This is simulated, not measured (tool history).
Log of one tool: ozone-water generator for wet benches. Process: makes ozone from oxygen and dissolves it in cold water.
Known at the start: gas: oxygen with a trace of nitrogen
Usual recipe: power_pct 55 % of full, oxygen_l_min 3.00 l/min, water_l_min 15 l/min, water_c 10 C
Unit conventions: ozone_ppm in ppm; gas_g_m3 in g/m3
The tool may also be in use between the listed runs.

run	hour	power_pct	oxygen_l_min	water_l_min	water_c	ozone_ppm	gas_g_m3
1	0.0	55	3.00	15	10	14.3	134.1
2	79.5	55	3.00	15	10	14.7	135.5
3	192.5	55	3.00	15	10	14.4	133.8
4	301.3	55	3.00	15	10	14.7	133.3
5	408.0	55	3.00	9	10	22.0	135.8
6	525.8	55	3.00	9	10	22.4	134.0
7	659.2	55	3.00	15	10	14.4	133.2
8	790.3	55	3.00	15	10	14.5	133.8
9	951.6	55	3.00	15	10	14.4	133.5
10	1054.0	55	3.00	15	10	14.3	135.2
11	1128.2	55	3.00	15	14	13.8	133.3
12	1256.6	55	3.00	15	9	14.5	135.4
13	1374.8	47	3.00	15	10	12.9	119.1
14	1491.9	55	3.00	15	16	13.5	134.3
15	1624.6	55	3.00	15	16	13.6	133.1
16	1770.4	55	3.00	15	16	13.3	133.2
# hour 1784.2: water thermometer calibrated
17	1856.4	55	3.00	15	16	13.5	135.0
18	1951.9	55	2.71	15	10	13.9	137.9
19	2107.9	55	2.71	15	10	13.7	136.9
20	2198.6	55	2.71	15	10	13.7	136.6
21	2371.4	87	2.15	20	11	13.5	209.1
22	2540.8	87	2.15	20	11	13.2	209.5
23	2627.7	87	2.19	20	14	13.0	208.2
24	2732.0	71	2.19	21	12	10.6	178.2
# hour 2759.8: water thermometer calibrated, once more
25	2851.6	71	2.19	21	12	10.7	175.9
26	2927.7	71	3.55	19	12	14.5	154.5
27	3058.2	71	3.55	19	12	14.4	152.6
28	3168.8	59	1.89	18	12	9.8	159.1
29	3331.5	68	3.52	21	10	13.1	148.1
30	3414.7	96	3.52	21	6	17.5	191.1
31	3576.8	96	3.52	11	6	31.4	192.1
32	3676.2	55	4.52	11	10	20.4	115.4

Pick out some run-to-run changes in ozone_ppm. Of each, how much would a tool without hidden state show as well, from the settings, what came in and chance, and how much is left for the hidden state and any gauge scatter not in both results compared?
The hidden state here: yield of the discharge, % of new electrodes'; contactor's efficiency, % of a clean one's; true water temperature over the reading, C; drift of the gauge itself on ozone_ppm, %; drift of the gauge itself on gas_g_m3, %.
Run 6 -> 7: water_l_min 9 -> 15. ozone_ppm -8.0 ppm: hidden state +0.1, all else -8.1.
Run 29 -> 30: power_pct 68 -> 96, water_c 10 -> 6. ozone_ppm +4.4 ppm: hidden state -0.5, all else +4.9.
Run 30 -> 31: water_l_min 21 -> 11. ozone_ppm +13.9 ppm: hidden state -1.0, all else +14.9.
Run 31 -> 32: power_pct 96 -> 55, oxygen_l_min 3.52 -> 4.52, water_c 6 -> 10. ozone_ppm -11.0 ppm: hidden state +1.3, all else -12.3.
